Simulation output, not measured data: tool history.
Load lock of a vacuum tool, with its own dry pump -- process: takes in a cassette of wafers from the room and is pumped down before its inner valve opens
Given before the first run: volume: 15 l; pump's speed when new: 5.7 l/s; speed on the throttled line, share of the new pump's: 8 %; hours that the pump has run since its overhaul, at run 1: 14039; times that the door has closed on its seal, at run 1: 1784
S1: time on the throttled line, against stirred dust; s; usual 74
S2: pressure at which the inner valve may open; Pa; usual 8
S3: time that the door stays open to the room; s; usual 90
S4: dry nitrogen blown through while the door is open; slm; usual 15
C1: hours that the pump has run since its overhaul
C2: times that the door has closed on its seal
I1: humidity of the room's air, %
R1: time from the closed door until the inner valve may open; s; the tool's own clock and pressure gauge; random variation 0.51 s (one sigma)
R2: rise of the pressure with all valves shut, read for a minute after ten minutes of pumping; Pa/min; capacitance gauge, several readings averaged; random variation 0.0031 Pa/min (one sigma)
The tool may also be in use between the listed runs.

run 1 hour=0 | S1=74 S2=8 S3=90 S4=15 | C1=14039 C2=1784 | I1=44.6 | R1=93.7 R2=0.069
run 2 hour=186.6 | S1=74 S2=8 S3=90 S4=15 | C1=14225 C2=1981 | I1=44.4 | R1=92.1 R2=0.064
run 3 hour=453.7 | S1=74 S2=9 S3=90 S4=15 | C1=14492 C2=2262 | I1=40.1 | R1=92.8 R2=0.065
run 4 hour=718.8 | S1=74 S2=9 S3=90 S4=15 | C1=14757 C2=2541 | I1=44.1 | R1=92.1 R2=0.06
run 5 hour=972.8 | S1=74 S2=7 S3=90 S4=15 | C1=15011 C2=2809 | I1=45.2 | R1=93.2 R2=0.063
run 6 hour=1101 | S1=89 S2=8 S3=90 S4=15 | C1=15140 C2=2944 | I1=43.8 | R1=106.8 R2=0.063
run 7 hour=1308.8 | S1=74 S2=8 S3=90 S4=15 | C1=15347 C2=3163 | I1=42.9 | R1=93.3 R2=0.062
run 8 hour=1434.7 | S1=74 S2=8 S3=90 S4=15 | C1=15473 C2=3295 | I1=47.1 | R1=92.8 R2=0.071
run 9 hour=1546.6 | S1=146 S2=8 S3=90 S4=15 | C1=15585 C2=3413 | I1=45.8 | R1=160.2 R2=0.066
run 10 hour=1752.6 | S1=146 S2=8 S3=90 S4=15 | C1=15791 C2=3630 | I1=40 | R1=159.4 R2=0.061
run 11 hour=1901.6 | S1=74 S2=8 S3=90 S4=15 | C1=15940 C2=3787 | I1=44 | R1=92.4 R2=0.061
run 12 hour=2024.5 | S1=74 S2=8 S3=90 S4=15 | C1=16063 C2=3916 | I1=45.3 | R1=93 R2=0.067
run 13 hour=2153.2 | S1=74 S2=8 S3=90 S4=15 | C1=16192 C2=4052 | I1=43.5 | R1=92.7 R2=0.062
run 14 hour=2309.9 | S1=74 S2=8 S3=90 S4=15 | C1=16348 C2=4217 | I1=45.7 | R1=92.6 R2=0.065
run 15 hour=2450.3 | S1=74 S2=8 S3=90 S4=15 | C1=16489 C2=4365 | I1=40.8 | R1=92.7 R2=0.056
run 16 hour=2582.4 | S1=74 S2=8 S3=161 S4=15 | C1=16621 C2=4504 | I1=41.7 | R1=93.3 R2=0.082
run 17 hour=2848.2 | S1=74 S2=8 S3=90 S4=29 | C1=16887 C2=4784 | I1=44.3 | R1=93.5 R2=0.055
run 18 hour=2994.7 | S1=74 S2=9 S3=90 S4=15 | C1=17033 C2=4938 | I1=43.7 | R1=91.6 R2=0.068

Run 19 has not been measured yet. What should we expect?
run 19 hour=3227.2 | S1=74 S2=14 S3=90 S4=24 | C1=17266 C2=5183 | I1=43.7 | R1=? R2=?

R1: 90.5 s
R2: 0.055 Pa/min
Had the tool carried no hidden state, the very same run would have given R1 90.4 s, R2 0.055 Pa/min.
